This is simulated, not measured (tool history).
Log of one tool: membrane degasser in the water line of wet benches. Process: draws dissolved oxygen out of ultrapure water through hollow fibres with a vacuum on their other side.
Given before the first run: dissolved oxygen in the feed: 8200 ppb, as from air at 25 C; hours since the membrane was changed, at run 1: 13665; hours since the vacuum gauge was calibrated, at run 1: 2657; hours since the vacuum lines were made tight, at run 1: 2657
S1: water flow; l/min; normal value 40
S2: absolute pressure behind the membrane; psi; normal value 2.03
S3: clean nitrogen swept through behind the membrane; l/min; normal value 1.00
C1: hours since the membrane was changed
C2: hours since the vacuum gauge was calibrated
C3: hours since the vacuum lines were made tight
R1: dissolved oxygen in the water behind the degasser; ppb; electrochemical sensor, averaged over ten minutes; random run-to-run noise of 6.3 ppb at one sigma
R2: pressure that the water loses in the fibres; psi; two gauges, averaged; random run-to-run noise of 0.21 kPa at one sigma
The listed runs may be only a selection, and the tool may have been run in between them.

run	hour	S1	S2	S3	C1	C2	C3	R1	R2
1	0.0	40	2.03	1.00	13665	2657	2657	1032.7	8.028
2	256.3	40	2.70	1.00	13921	2914	2914	1314.1	8.064
3	516.2	40	2.70	1.00	14181	3174	3174	1319.1	8.122
4	676.3	40	2.70	1.00	14341	3334	3334	1329.9	8.161
5	1003.2	40	2.70	1.00	14668	3661	3661	1322.2	8.103
6	1253.0	40	2.03	1.00	14918	3910	3910	1050.1	8.144
# hour 1477.4: vacuum gauge calibrated
7	1525.8	40	3.34	1.00	15190	48	4183	1570.2	8.135
8	1720.0	40	3.34	1.00	15384	243	4377	1596.6	8.161
# hour 2080.1: membrane cartridge changed
9	2081.5	40	3.34	0.40	1	600	4734	2537.8	7.075
10	2436.8	40	3.34	0.40	357	955	5090	2563.4	7.078
11	2752.1	40	3.34	0.40	672	1271	5405	2573.1	7.079
12	3026.1	40	3.34	0.40	946	1545	5679	2562.4	7.147
13	3270.8	40	3.34	0.40	1191	1789	5924	2553.0	7.142
14	3425.9	40	3.34	0.40	1346	1944	6079	2576.6	7.142
# hour 3613.9: vacuum gauge calibrated, once more
15	3650.2	40	2.03	1.00	1570	36	6303	943.8	7.185
16	3986.3	40	2.03	1.00	1906	372	6639	946.1	7.279
17	4229.8	62	2.03	0.87	2149	616	6882	1644.8	11.116
18	4530.9	41	4.99	1.00	2450	917	7183	2149.2	7.426
19	4771.6	41	4.99	1.00	2691	1158	7424	2141.3	7.438
20	5010.5	57	3.93	0.72	2930	1397	7663	2729.7	10.388
21	5363.2	28	1.41	1.06	3283	1749	8016	408.0	5.078

For run 22, what comes out?
22	5568.0	28	3.31	0.55	3487	1954	8220	?	?

Logged for run 22: R1 1663.9 ppb, R2 5.095 psi.
Were there no unlogged condition in the tool, this run, its random variation unchanged, would have produced R1 1647.2 ppb, R2 4.940 psi.
